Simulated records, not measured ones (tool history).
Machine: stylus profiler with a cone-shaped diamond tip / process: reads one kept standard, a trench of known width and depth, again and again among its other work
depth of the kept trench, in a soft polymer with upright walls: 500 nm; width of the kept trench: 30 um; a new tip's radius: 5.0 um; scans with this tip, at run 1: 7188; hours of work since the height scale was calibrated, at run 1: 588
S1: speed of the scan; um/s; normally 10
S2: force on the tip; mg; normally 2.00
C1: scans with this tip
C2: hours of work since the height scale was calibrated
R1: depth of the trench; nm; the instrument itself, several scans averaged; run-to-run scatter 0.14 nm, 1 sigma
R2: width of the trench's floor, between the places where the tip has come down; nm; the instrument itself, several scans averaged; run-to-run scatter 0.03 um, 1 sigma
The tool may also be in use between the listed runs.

run    hour  S1    S2     C1    C2      R1     R2
  1     0.0  10  2.00   7188   588  501.33  24740
  2    73.9  14  2.00   7716   631  501.47  24690
  3   146.9  10  2.71   8238   674  501.84  24580
  4   209.7  10  2.00   8687   710  501.17  24540
  5   278.9  10  3.77   9182   751  502.46  24500
  6   359.0  10  3.77   9755   798  502.31  24410
  7   436.9  10  2.00  10312   843  501.07  24290
  8   492.7  10  2.00  10711   876  500.62  24300
  9   532.0  10  2.00  10991   899  500.76  24290
 10   596.4   7  1.65  11452   936  500.35  24210
 11   635.4   3  3.09  11731   959  501.56  24210
 12   720.3  25  4.58  12338  1009  502.32  24090
 13   793.3   3  0.71  12859  1051  499.27  24080
 14   851.6   3  0.71  13276  1085  499.31  24040
 15   898.0   3  0.71  13608  1113  499.16  23970
 16   948.4   8  5.98  13969  1142  503.00  23930
 17  1025.5   7  1.25  14520  1187  499.64  23840
 18  1107.3   5  4.95  15105  1235  502.38  23860

Each run again, without the hidden state but with its own random variation kept:
Hidden state at play: radius of the tip, um; height scale over the true one, %; drift of the gauge itself on depth_nm, %; drift of the gauge itself on floor_um, %.
run      R1     R2
  1  502.52  25630
  2  502.73  25630
  3  503.17  25580
  4  502.56  25590
  5  503.92  25620
  6  503.85  25600
  7  502.69  25530
  8  502.30  25590
  9  502.47  25610
 10  502.12  25580
 11  503.37  25610
 12  504.21  25560
 13  501.22  25600
 14  501.32  25610
 15  501.21  25570
 16  505.11  25570
 17  501.81  25530
 18  504.64  25620
